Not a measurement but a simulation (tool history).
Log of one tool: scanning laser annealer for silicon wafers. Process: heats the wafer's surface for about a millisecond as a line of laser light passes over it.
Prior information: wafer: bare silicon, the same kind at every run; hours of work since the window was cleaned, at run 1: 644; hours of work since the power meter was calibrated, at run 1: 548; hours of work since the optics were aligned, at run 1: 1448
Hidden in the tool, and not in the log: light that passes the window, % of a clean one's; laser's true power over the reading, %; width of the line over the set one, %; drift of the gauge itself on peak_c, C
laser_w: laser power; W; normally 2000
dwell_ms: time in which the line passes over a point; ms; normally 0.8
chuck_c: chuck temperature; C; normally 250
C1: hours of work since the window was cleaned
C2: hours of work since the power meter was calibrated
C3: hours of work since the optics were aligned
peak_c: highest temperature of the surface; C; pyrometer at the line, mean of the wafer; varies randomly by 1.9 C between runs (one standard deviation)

Run 1, hour 0: usual settings; C1 644; C2 548; C3 1448. Result: peak_c 1067 C.
Run 2, hour 15.9: usual settings; C1 654; C2 559; C3 1459. Result: peak_c 1062 C.
Run 3, hour 35.7: usual settings but laser_w 1728 W; C1 667; C2 572; C3 1472. Result: peak_c 952 C.
Run 4, hour 60.7: usual settings; C1 684; C2 589; C3 1489. Result: peak_c 1061 C.
Run 5, hour 78.6: usual settings; C1 696; C2 601; C3 1501. Result: peak_c 1059 C.
Run 6, hour 90.1: usual settings; C1 704; C2 608; C3 1508. Result: peak_c 1060 C.
Run 7, hour 113.5: usual settings but dwell_ms 0.614 ms; C1 719; C2 624; C3 1524. Result: peak_c 946 C.

Forecast run 8:
At hour 120.4: optics aligned, line set to its width.
At hour 135.2: window over the wafer cleaned.
Run 8, hour 141: usual settings but dwell_ms 0.614 ms; C1 4; C2 638; C3 12. Result: peak_c ?.

{"run 8": {"peak_c": 968}}
Had the tool carried no hidden state, the very same run would have given peak_c 981 C.
